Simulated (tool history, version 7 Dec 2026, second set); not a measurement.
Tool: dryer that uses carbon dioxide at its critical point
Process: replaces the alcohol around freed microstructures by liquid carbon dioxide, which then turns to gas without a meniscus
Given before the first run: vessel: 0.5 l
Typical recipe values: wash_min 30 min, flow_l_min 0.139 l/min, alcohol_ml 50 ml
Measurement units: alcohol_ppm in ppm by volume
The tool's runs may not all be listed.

run 1 hour=0 | wash_min=30 flow_l_min=0.139 alcohol_ml=50 | alcohol_ppm=185
run 2 hour=13.6 | wash_min=30 flow_l_min=0.139 alcohol_ml=50 | alcohol_ppm=196
run 3 hour=20.4 | wash_min=30 flow_l_min=0.139 alcohol_ml=50 | alcohol_ppm=200
run 4 hour=29.1 | wash_min=30 flow_l_min=0.139 alcohol_ml=50 | alcohol_ppm=184
run 5 hour=41.1 | wash_min=30 flow_l_min=0.139 alcohol_ml=64 | alcohol_ppm=249
run 6 hour=54.4 | wash_min=30 flow_l_min=0.139 alcohol_ml=64 | alcohol_ppm=253
run 7 hour=61.2 | wash_min=30 flow_l_min=0.139 alcohol_ml=50 | alcohol_ppm=194
run 8 hour=70.5 | wash_min=30 flow_l_min=0.139 alcohol_ml=50 | alcohol_ppm=210
run 9 hour=84.2 | wash_min=39 flow_l_min=0.093 alcohol_ml=108 | alcohol_ppm=847
run 10 hour=97.3 | wash_min=31 flow_l_min=0.139 alcohol_ml=50 | alcohol_ppm=187
run 11 hour=108.6 | wash_min=31 flow_l_min=0.139 alcohol_ml=32 | alcohol_ppm=128

Run 12 has not been measured yet. What should we expect?
run 12 hour=118.1 | wash_min=38 flow_l_min=0.104 alcohol_ml=24 | alcohol_ppm=?

Run 12 came out at alcohol_ppm 149 ppm by volume.
Without the tool's hidden state the same run would have given alcohol_ppm 103 ppm by volume.
